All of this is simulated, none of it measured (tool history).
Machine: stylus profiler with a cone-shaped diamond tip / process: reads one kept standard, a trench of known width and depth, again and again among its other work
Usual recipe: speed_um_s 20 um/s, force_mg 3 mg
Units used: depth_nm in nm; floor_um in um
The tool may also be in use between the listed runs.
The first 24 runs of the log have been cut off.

| run | hour | speed_um_s | force_mg | scans with this tip | hours of work since the height scale was calibrated | depth_nm | floor_um |
|---|---|---|---|---|---|---|---|
| 25 | 922.4 | 9 | 2.45 | 5111 | 654 | 203.43 | 97.13 |
| 26 | 959.3 | 17 | 6.81 | 5315 | 680 | 206.5 | 97.16 |
| 27 | 992 | 55 | 3 | 5495 | 703 | 203.82 | 96.92 |
| 28 | 1016.9 | 67 | 1.74 | 5633 | 721 | 202.2 | 96.74 |
| 29 | 1059 | 67 | 1.74 | 5865 | 751 | 202.55 | 96.63 |
| 30 | 1111.4 | 67 | 1.74 | 6154 | 788 | 202.71 | 96.73 |
| 31 | 1153.9 | 67 | 1.74 | 6389 | 818 | 202.63 | 96.68 |
| 32 | 1180.6 | 8 | 1.46 | 6536 | 837 | 202.15 | 97.17 |
| 33 | 1216.5 | 8 | 7.51 | 6734 | 862 | 206.89 | 97.18 |
| 34 | 1240.5 | 8 | 7.51 | 6866 | 879 | 206.87 | 97.15 |
| 35 | 1264.9 | 8 | 7.51 | 7001 | 896 | 206.98 | 97.18 |
| 36 | 1306.2 | 47 | 1.89 | 7229 | 925 | 202.85 | 96.86 |
| 37 | 1353.7 | 6 | 1.13 | 7491 | 959 | 201.75 | 97.09 |

Branching from run 37: 3 alternative next runs. What would each branch give?
| A | 1376.2 | 34 | 3 | 7615 | 975 | ? | ? |
| B | 1376.2 | 6 | 3.2 | 7615 | 975 | ? | ? |
| C | 1376.2 | 11 | 5.74 | 7615 | 975 | ? | ? |

| run | depth_nm | floor_um |
|---|---|---|
| A | 203.61 | 96.98 |
| B | 204.09 | 97.12 |
| C | 205.54 | 97.12 |
Had the tool no hidden state, the same runs would have come out as:
| run | depth_nm | floor_um |
|---|---|---|
| A | 203.62 | 96.99 |
| B | 204.11 | 97.12 |
| C | 205.55 | 97.12 |

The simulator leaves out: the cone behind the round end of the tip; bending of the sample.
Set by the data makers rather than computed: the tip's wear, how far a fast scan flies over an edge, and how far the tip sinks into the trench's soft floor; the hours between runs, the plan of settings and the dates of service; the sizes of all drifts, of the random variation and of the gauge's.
